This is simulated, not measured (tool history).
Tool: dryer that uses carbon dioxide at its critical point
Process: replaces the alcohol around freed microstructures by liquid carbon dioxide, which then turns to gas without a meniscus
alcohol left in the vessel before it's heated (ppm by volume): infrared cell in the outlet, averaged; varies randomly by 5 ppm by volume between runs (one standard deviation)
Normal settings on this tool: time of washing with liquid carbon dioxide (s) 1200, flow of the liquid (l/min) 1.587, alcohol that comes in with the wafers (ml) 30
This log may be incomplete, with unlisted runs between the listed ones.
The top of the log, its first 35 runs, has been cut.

run	day	time of washing with liquid carbon dioxide (s)	flow of the liquid (l/min)	alcohol that comes in with the wafers (ml)	alcohol left in the vessel before it's heated (ppm by volume)
36	8.729	1200	1.587	98	85
37	8.979	1200	1.587	98	87
38	9.367	840	1.21	32	281
39	9.571	840	1.21	32	294
40	9.925	780	2.4	62	78
41	10.167	1320	1.64	27	73
42	10.546	1320	1.64	27	64
43	10.738	1320	1.64	27	61
44	11.021	1320	2.65	58	59
45	11.312	840	2.65	38	65
46	11.562	840	2.65	33	58

Predict each of these 4 candidate next runs independently; none follows another, all start after run 46:
A	11.733	1200	1.55	30	?
B	11.733	780	1.89	34	?
C	11.733	960	2.1	58	?
D	11.733	1680	1.24	34	?

run	alcohol left in the vessel before it's heated (ppm by volume)
A	62
B	120
C	79
D	74
Without the tool's hidden state the same runs would have given:
run	alcohol left in the vessel before it's heated (ppm by volume)
A	6
B	62
C	22
D	18
